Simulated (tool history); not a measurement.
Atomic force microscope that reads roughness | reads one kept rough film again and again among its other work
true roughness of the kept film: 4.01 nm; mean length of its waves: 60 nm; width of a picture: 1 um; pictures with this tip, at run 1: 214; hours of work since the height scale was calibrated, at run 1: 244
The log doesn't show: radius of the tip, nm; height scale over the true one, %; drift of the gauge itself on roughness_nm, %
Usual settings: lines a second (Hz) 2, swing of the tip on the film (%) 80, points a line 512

| run | hour | lines a second (Hz) | swing of the tip on the film (%) | points a line | pictures with this tip | hours of work since the height scale was calibrated | roughness of the kept film (nm (root mean square)) |
|---|---|---|---|---|---|---|---|
| 1 | 0 | 2 | 80 | 512 | 214 | 244 | 3.464 |
| 2 | 7.6 | 2 | 80 | 512 | 225 | 248 | 3.459 |
| 3 | 15 | 2 | 80 | 512 | 237 | 252 | 3.459 |
| 4 | 26.3 | 2 | 70 | 512 | 254 | 259 | 3.571 |
|  | 34.7 | new tip fitted |
| 5 | 38.7 | 2 | 80 | 432 | 6 | 266 | 3.583 |
| 6 | 49.9 | 2 | 80 | 512 | 23 | 272 | 3.587 |
| 7 | 56.6 | 2 | 80 | 512 | 33 | 276 | 3.56 |
| 8 | 65.6 | 2 | 80 | 512 | 46 | 281 | 3.567 |
| 9 | 73.6 | 2 | 80 | 512 | 58 | 285 | 3.581 |
| 10 | 85.1 | 2 | 59 | 512 | 75 | 292 | 3.76 |
| 11 | 96.5 | 2 | 80 | 512 | 92 | 298 | 3.548 |
| 12 | 104.8 | 2 | 80 | 415 | 105 | 303 | 3.535 |
| 13 | 112 | 2 | 80 | 415 | 116 | 307 | 3.536 |
| 14 | 122.2 | 2 | 80 | 423 | 131 | 313 | 3.492 |
| 15 | 133.6 | 2 | 80 | 423 | 148 | 320 | 3.508 |
| 16 | 143.5 | 0.58 | 80 | 423 | 163 | 325 | 3.729 |
| 17 | 152.8 | 0.58 | 80 | 423 | 177 | 330 | 3.71 |
| 18 | 164.1 | 1.3 | 80 | 512 | 193 | 337 | 3.605 |
| 19 | 169.2 | 1.3 | 80 | 512 | 201 | 340 | 3.622 |
| 20 | 178.4 | 1.3 | 80 | 512 | 215 | 345 | 3.541 |
| 21 | 183.7 | 1.3 | 80 | 512 | 223 | 348 | 3.55 |
| 22 | 193.1 | 1.3 | 80 | 512 | 237 | 353 | 3.565 |
| 23 | 203.4 | 2 | 80 | 489 | 252 | 359 | 3.449 |
|  | 212.5 | new tip fitted |
| 24 | 215.6 | 0.91 | 64 | 512 | 5 | 366 | 3.81 |
| 25 | 220.9 | 0.91 | 64 | 512 | 13 | 369 | 3.847 |
| 26 | 230 | 0.56 | 58 | 512 | 26 | 374 | 3.857 |
| 27 | 240.2 | 0.85 | 60 | 512 | 41 | 380 | 3.832 |
| 28 | 247.4 | 0.85 | 60 | 425 | 52 | 384 | 3.827 |
| 29 | 253.9 | 0.85 | 60 | 425 | 62 | 388 | 3.81 |
| 30 | 264.2 | 3.85 | 60 | 425 | 77 | 393 | 3.665 |
| 31 | 273.7 | 3.85 | 60 | 425 | 91 | 399 | 3.68 |
| 32 | 285.5 | 2 | 71 | 512 | 109 | 405 | 3.64 |
| 33 | 293.8 | 1.05 | 70 | 465 | 121 | 410 | 3.756 |
| 34 | 302.4 | 1.05 | 70 | 465 | 134 | 415 | 3.714 |
| 35 | 312.8 | 2 | 80 | 313 | 150 | 421 | 3.497 |
| 36 | 320.8 | 3.58 | 65 | 993 | 162 | 426 | 3.544 |
| 37 | 327.9 | 3.58 | 55 | 466 | 172 | 430 | 3.692 |
| 38 | 339.7 | 3.49 | 80 | 513 | 190 | 436 | 3.297 |
| 39 | 348.4 | 1.7 | 80 | 811 | 203 | 441 | 3.532 |
| 40 | 359.3 | 1.7 | 80 | 811 | 219 | 447 | 3.527 |
| 41 | 364.5 | 0.71 | 69 | 303 | 227 | 450 | 3.679 |
| 42 | 373 | 0.98 | 58 | 288 | 240 | 455 | 3.722 |
| 43 | 379.5 | 2.27 | 57 | 481 | 249 | 459 | 3.675 |
|  | 390.4 | new tip fitted |
| 44 | 391.2 | 0.59 | 79 | 353 | 1 | 465 | 3.806 |
| 45 | 402.9 | 1.64 | 56 | 944 | 18 | 472 | 3.845 |

5 ways to go on from here, each from the tool as it stands after run 45. What would each give?
| A | 409.1 | 0.79 | 60 | 350 | 28 | 475 | ? |
| B | 409.1 | 1.45 | 77 | 526 | 28 | 475 | ? |
| C | 409.1 | 1.64 | 74 | 944 | 28 | 475 | ? |
| D | 409.1 | 1.42 | 58 | 512 | 28 | 475 | ? |
| E | 409.1 | 2 | 83 | 512 | 28 | 475 | ? |

| run | roughness of the kept film (nm (root mean square)) |
|---|---|
| A | 3.849 |
| B | 3.688 |
| C | 3.715 |
| D | 3.82 |
| E | 3.534 |
Without the tool's hidden state the same runs would have given:
| run | roughness of the kept film (nm (root mean square)) |
|---|---|
| A | 3.879 |
| B | 3.716 |
| C | 3.744 |
| D | 3.849 |
| E | 3.561 |
